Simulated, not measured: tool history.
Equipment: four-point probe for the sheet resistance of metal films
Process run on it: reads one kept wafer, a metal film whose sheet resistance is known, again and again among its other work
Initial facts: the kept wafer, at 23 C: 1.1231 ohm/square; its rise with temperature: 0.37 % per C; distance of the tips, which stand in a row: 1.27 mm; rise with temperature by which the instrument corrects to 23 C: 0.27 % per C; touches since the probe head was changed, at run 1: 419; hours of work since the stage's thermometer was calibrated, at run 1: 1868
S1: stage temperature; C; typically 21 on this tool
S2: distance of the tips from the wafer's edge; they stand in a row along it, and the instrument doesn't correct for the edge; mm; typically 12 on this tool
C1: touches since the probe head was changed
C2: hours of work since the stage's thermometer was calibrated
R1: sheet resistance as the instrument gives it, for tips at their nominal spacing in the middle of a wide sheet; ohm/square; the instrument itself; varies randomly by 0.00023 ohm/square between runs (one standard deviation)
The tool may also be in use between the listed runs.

Run 1, day 0: usual settings; C1 419; C2 1868. Result: R1 1.12703 ohm/square.
Run 2, day 1.033: usual settings; C1 1478; C2 1887. Result: R1 1.126725 ohm/square.
Run 3, day 1.842: usual settings; C1 2308; C2 1901. Result: R1 1.126863 ohm/square.
Run 4, day 2.467: usual settings but S2 4 mm; C1 2945; C2 1912. Result: R1 1.177966 ohm/square.
Run 5, day 3.296: usual settings; C1 3795; C2 1927. Result: R1 1.126973 ohm/square.
Run 6, day 4.383: usual settings; C1 4912; C2 1946. Result: R1 1.126337 ohm/square.
Run 7, day 5.375: usual settings; C1 5929; C2 1964. Result: R1 1.126915 ohm/square.
Run 8, day 6.621: usual settings but S1 19 C, S2 9 mm; C1 7206; C2 1986. Result: R1 1.129352 ohm/square.
Run 9, day 7.246: usual settings but S1 23 C, S2 5 mm; C1 7847; C2 1997. Result: R1 1.15949 ohm/square.
Run 10, day 8.696: usual settings but S1 26 C, S2 51 mm; C1 9332; C2 2022. Result: R1 1.125832 ohm/square.
Run 11, day 9.979: usual settings but S1 23 C, S2 62 mm; C1 10647; C2 2045. Result: R1 1.1218 ohm/square.

The same runs without the tool's hidden state, with the same run-to-run variation:
Unlogged tool condition in this case: inner tips' distance over the nominal, %; tips' flats over new ones', %; wafer's true temperature over the reading, C; drift of the gauge itself on sheet_ohm, %.
run        R1
  1  1.127713
  2  1.127465
  3  1.127652
  4  1.178835
  5   1.12784
  6  1.127264
  7  1.127895
  8  1.130431
  9  1.160586
 10  1.126931
 11  1.123006
